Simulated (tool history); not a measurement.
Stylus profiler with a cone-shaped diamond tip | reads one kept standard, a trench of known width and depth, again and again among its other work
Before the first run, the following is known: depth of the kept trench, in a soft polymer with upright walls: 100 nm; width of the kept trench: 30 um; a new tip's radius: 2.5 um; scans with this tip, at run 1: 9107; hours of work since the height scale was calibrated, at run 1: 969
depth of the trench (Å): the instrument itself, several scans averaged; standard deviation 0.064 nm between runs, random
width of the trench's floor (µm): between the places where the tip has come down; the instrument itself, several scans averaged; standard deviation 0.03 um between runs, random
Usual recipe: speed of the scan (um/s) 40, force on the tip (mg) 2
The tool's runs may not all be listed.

| run | day | speed of the scan (um/s) | force on the tip (mg) | scans with this tip | hours of work since the height scale was calibrated | depth of the trench (Å) | width of the trench's floor (µm) |
|---|---|---|---|---|---|---|---|
| 1 | 0 | 40 | 2 | 9107 | 969 | 1008.5 | 28.33 |
| 2 | 0.425 | 40 | 2 | 9165 | 975 | 1008.9 | 28.37 |
| 3 | 0.792 | 40 | 2 | 9216 | 980 | 1008.8 | 28.4 |
| 4 | 1.192 | 40 | 5.68 | 9271 | 986 | 1018.9 | 28.44 |
| 5 | 1.908 | 40 | 5.68 | 9370 | 997 | 1018.7 | 28.44 |
| 6 | 2.292 | 83 | 2 | 9422 | 1002 | 1009.3 | 28.04 |
| 7 | 2.771 | 83 | 2 | 9488 | 1009 | 1009.6 | 28.08 |
| 8 | 3.125 | 40 | 3.54 | 9537 | 1014 | 1013.7 | 28.36 |
| 9 | 3.496 | 40 | 4.82 | 9588 | 1020 | 1018.5 | 28.45 |
| 10 | 3.821 | 40 | 4.82 | 9632 | 1025 | 1016.7 | 28.41 |
| 11 | 4.504 | 23 | 4.82 | 9726 | 1035 | 1016.7 | 28.47 |
| 12 | 4.879 | 23 | 4.82 | 9778 | 1040 | 1017.4 | 28.5 |
| 13 | 5.638 | 23 | 4.82 | 9882 | 1051 | 1017.6 | 28.53 |
| 14 | 6.108 | 23 | 4.82 | 9947 | 1058 | 1016.3 | 28.52 |
| 15 | 6.588 | 23 | 4.82 | 10013 | 1065 | 1017.1 | 28.53 |
| 16 | 6.996 | 40 | 0.95 | 10069 | 1071 | 1005.7 | 28.21 |
| 17 | 7.429 | 40 | 2 | 10129 | 1077 | 1010.4 | 28.36 |
| 18 | 7.854 | 64 | 1.01 | 10187 | 1084 | 1006.2 | 28 |
| 19 | 8.517 | 68 | 0.97 | 10278 | 1093 | 1004.7 | 28.03 |
| 20 | 9.104 | 72 | 4.15 | 10359 | 1102 | 1015.7 | 28.25 |
| 21 | 9.858 | 72 | 4.15 | 10462 | 1113 | 1015.4 | 28.28 |
| 22 | 10.567 | 10 | 1.38 | 10560 | 1123 | 1007.6 | 28.51 |
| 23 | 11.225 | 78 | 2 | 10650 | 1133 | 1008.9 | 28.1 |
| 24 | 11.938 | 33 | 1.36 | 10749 | 1143 | 1006.4 | 28.34 |
| 25 | 12.308 | 17 | 0.7 | 10799 | 1149 | 1004.2 | 28.4 |
| 26 | 12.9 | 90 | 3.15 | 10881 | 1157 | 1012.5 | 28.1 |
| 27 | 13.417 | 97 | 0.69 | 10952 | 1165 | 1004.8 | 27.53 |
| 28 | 13.862 | 40 | 0.74 | 11013 | 1171 | 1004 | 28.19 |
| 29 | 14.225 | 40 | 2.35 | 11063 | 1177 | 1010.8 | 28.37 |
| 30 | 14.879 | 40 | 2.35 | 11153 | 1186 | 1009.7 | 28.38 |
| 31 | 15.479 | 55 | 2 | 11235 | 1195 | 1009.8 | 28.25 |
| 32 | 16.038 | 55 | 2 | 11312 | 1203 | 1009.5 | 28.21 |
| 33 | 16.667 | 55 | 2 | 11399 | 1213 | 1009.1 | 28.2 |

What if the next run were any one of these 4? Each begins from the tool's condition after run 33:
| A | 17.262 | 18 | 1.76 | 11481 | 1221 | ? | ? |
| B | 17.262 | 55 | 1.83 | 11481 | 1221 | ? | ? |
| C | 17.262 | 23 | 0.88 | 11481 | 1221 | ? | ? |
| D | 17.262 | 95 | 4.87 | 11481 | 1221 | ? | ? |

| run | depth of the trench (Å) | width of the trench's floor (µm) |
|---|---|---|
| A | 1009.5 | 28.49 |
| B | 1008.1 | 28.25 |
| C | 1005 | 28.35 |
| D | 1017.3 | 28.21 |
Take away the tool's hidden state, keep each run's random variation, and the runs would have read:
| run | depth of the trench (Å) | width of the trench's floor (µm) |
|---|---|---|
| A | 1009.6 | 28.5 |
| B | 1008.2 | 28.27 |
| C | 1005 | 28.36 |
| D | 1017.3 | 28.23 |

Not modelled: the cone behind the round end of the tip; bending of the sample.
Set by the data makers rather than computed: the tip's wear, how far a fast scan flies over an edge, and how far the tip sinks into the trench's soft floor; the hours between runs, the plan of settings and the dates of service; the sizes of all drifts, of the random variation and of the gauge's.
